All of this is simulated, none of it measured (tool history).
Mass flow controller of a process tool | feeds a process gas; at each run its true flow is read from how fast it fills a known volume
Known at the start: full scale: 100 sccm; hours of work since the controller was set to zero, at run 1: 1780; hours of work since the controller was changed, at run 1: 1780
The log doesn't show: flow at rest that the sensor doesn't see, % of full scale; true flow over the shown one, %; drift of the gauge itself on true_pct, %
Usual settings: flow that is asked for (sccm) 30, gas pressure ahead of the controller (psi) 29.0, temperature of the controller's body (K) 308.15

| run | hour | flow that is asked for (sccm) | gas pressure ahead of the controller (psi) | temperature of the controller's body (K) | hours of work since the controller was set to zero | hours of work since the controller was changed | true flow (%) |
|---|---|---|---|---|---|---|---|
| 1 | 0.0 | 30 | 29.0 | 308.15 | 1780 | 1780 | 98.76 |
| 2 | 92.5 | 30 | 29.0 | 308.15 | 1830 | 1830 | 98.88 |
| 3 | 178.6 | 30 | 23.1 | 308.15 | 1877 | 1877 | 98.68 |
| 4 | 260.3 | 30 | 23.1 | 308.15 | 1921 | 1921 | 98.71 |
| 5 | 371.3 | 30 | 23.1 | 308.15 | 1981 | 1981 | 98.85 |
| 6 | 474.7 | 30 | 23.1 | 308.15 | 2037 | 2037 | 98.75 |
| 7 | 534.6 | 30 | 23.1 | 308.15 | 2070 | 2070 | 98.96 |
| 8 | 608.8 | 30 | 23.1 | 308.15 | 2110 | 2110 | 98.95 |
| 9 | 727.9 | 30 | 26.8 | 308.15 | 2174 | 2174 | 99.03 |
| 10 | 790.6 | 30 | 26.8 | 308.15 | 2208 | 2208 | 98.97 |
| 11 | 895.1 | 30 | 26.8 | 308.15 | 2265 | 2265 | 98.87 |
| 12 | 979.2 | 30 | 29.0 | 308.15 | 2311 | 2311 | 99.11 |
| 13 | 1081.8 | 30 | 29.0 | 301.15 | 2366 | 2366 | 98.91 |
| 14 | 1197.3 | 11 | 29.0 | 308.15 | 2429 | 2429 | 98.72 |
| 15 | 1258.1 | 11 | 29.0 | 308.15 | 2462 | 2462 | 98.67 |
| 16 | 1321.4 | 11 | 29.0 | 308.15 | 2496 | 2496 | 98.82 |
| 17 | 1436.9 | 11 | 29.0 | 308.15 | 2559 | 2559 | 98.79 |
| 18 | 1512.8 | 30 | 29.0 | 308.15 | 2600 | 2600 | 99.42 |
| 19 | 1595.4 | 30 | 29.0 | 308.15 | 2645 | 2645 | 99.31 |
| 20 | 1687.6 | 30 | 29.0 | 308.15 | 2695 | 2695 | 99.28 |
| 21 | 1784.8 | 30 | 29.0 | 308.15 | 2747 | 2747 | 99.23 |
| 22 | 1858.4 | 30 | 29.0 | 308.15 | 2787 | 2787 | 99.32 |
| 23 | 1917.1 | 30 | 29.0 | 308.15 | 2819 | 2819 | 99.39 |
| 24 | 1982.9 | 30 | 29.0 | 311.15 | 2855 | 2855 | 99.53 |
| 25 | 2082.4 | 30 | 29.0 | 302.15 | 2909 | 2909 | 99.31 |
| 26 | 2156.7 | 10 | 20.3 | 301.15 | 2949 | 2949 | 98.64 |
| 27 | 2212.3 | 10 | 20.3 | 301.15 | 2979 | 2979 | 98.77 |
| 28 | 2318.8 | 69 | 23.8 | 297.15 | 3037 | 3037 | 99.96 |
| 29 | 2443.4 | 69 | 23.8 | 297.15 | 3105 | 3105 | 100.09 |
| 30 | 2497.4 | 11 | 31.3 | 310.15 | 3134 | 3134 | 99.20 |
| 31 | 2578.7 | 31 | 24.7 | 308.15 | 3178 | 3178 | 99.55 |
| 32 | 2677.6 | 31 | 24.7 | 308.15 | 3232 | 3232 | 99.58 |
| 33 | 2734.0 | 19 | 22.9 | 296.15 | 3262 | 3262 | 98.94 |
| 34 | 2802.6 | 42 | 29.4 | 307.15 | 3299 | 3299 | 99.98 |
| 35 | 2872.6 | 27 | 20.3 | 299.15 | 3337 | 3337 | 99.23 |
| 36 | 2947.1 | 11 | 20.3 | 299.15 | 3378 | 3378 | 98.92 |
| 37 | 3025.1 | 77 | 23.2 | 308.15 | 3420 | 3420 | 100.65 |
| 38 | 3091.3 | 77 | 23.2 | 308.15 | 3456 | 3456 | 100.69 |
|  | 3115.5 | gauge calibrated |
| 39 | 3182.2 | 37 | 28.3 | 298.15 | 3505 | 3505 | 98.56 |
| 40 | 3306.7 | 61 | 29.0 | 299.15 | 3573 | 3573 | 99.12 |
| 41 | 3384.1 | 61 | 26.5 | 310.15 | 3615 | 3615 | 99.55 |
| 42 | 3492.9 | 16 | 38.6 | 308.15 | 3674 | 3674 | 98.75 |
| 43 | 3614.2 | 68 | 24.9 | 308.15 | 3739 | 3739 | 99.79 |
| 44 | 3673.6 | 78 | 23.1 | 296.15 | 3772 | 3772 | 99.50 |
| 45 | 3747.3 | 30 | 26.1 | 295.15 | 3812 | 3812 | 98.49 |
| 46 | 3869.7 | 14 | 39.9 | 295.15 | 3878 | 3878 | 98.31 |
| 47 | 3928.3 | 14 | 39.9 | 295.15 | 3910 | 3910 | 98.25 |
| 48 | 4021.7 | 14 | 39.9 | 295.15 | 3960 | 3960 | 98.40 |

Some steps in true flow (%) between neighbouring runs. How much of each would the tool show without its hidden state too (settings, what came in, random variation), and how much is left for the hidden state, with any gauge scatter that isn't in both results?
Run 13 -> 14: flow that is asked for (sccm) 30 -> 11, temperature of the controller's body (K) 301.15 -> 308.15. true flow (%) -0.19: hidden state +0.05, all else -0.24.
Run 27 -> 28: flow that is asked for (sccm) 10 -> 69, gas pressure ahead of the controller (psi) 20.3 -> 23.8, temperature of the controller's body (K) 301.15 -> 297.15. true flow (%) +1.19: hidden state +0.02, all else +1.17.
Run 36 -> 37: flow that is asked for (sccm) 11 -> 77, gas pressure ahead of the controller (psi) 20.3 -> 23.2, temperature of the controller's body (K) 299.15 -> 308.15. true flow (%) +1.73: hidden state +0.02, all else +1.71.
Run 38 -> 39: flow that is asked for (sccm) 77 -> 37, gas pressure ahead of the controller (psi) 23.2 -> 28.3, temperature of the controller's body (K) 308.15 -> 298.15, gauge calibrated. true flow (%) -2.13: hidden state -1.01, all else -1.12.
Run 45 -> 46: flow that is asked for (sccm) 30 -> 14, gas pressure ahead of the controller (psi) 26.1 -> 39.9. true flow (%) -0.18: hidden state +0.06, all else -0.24.

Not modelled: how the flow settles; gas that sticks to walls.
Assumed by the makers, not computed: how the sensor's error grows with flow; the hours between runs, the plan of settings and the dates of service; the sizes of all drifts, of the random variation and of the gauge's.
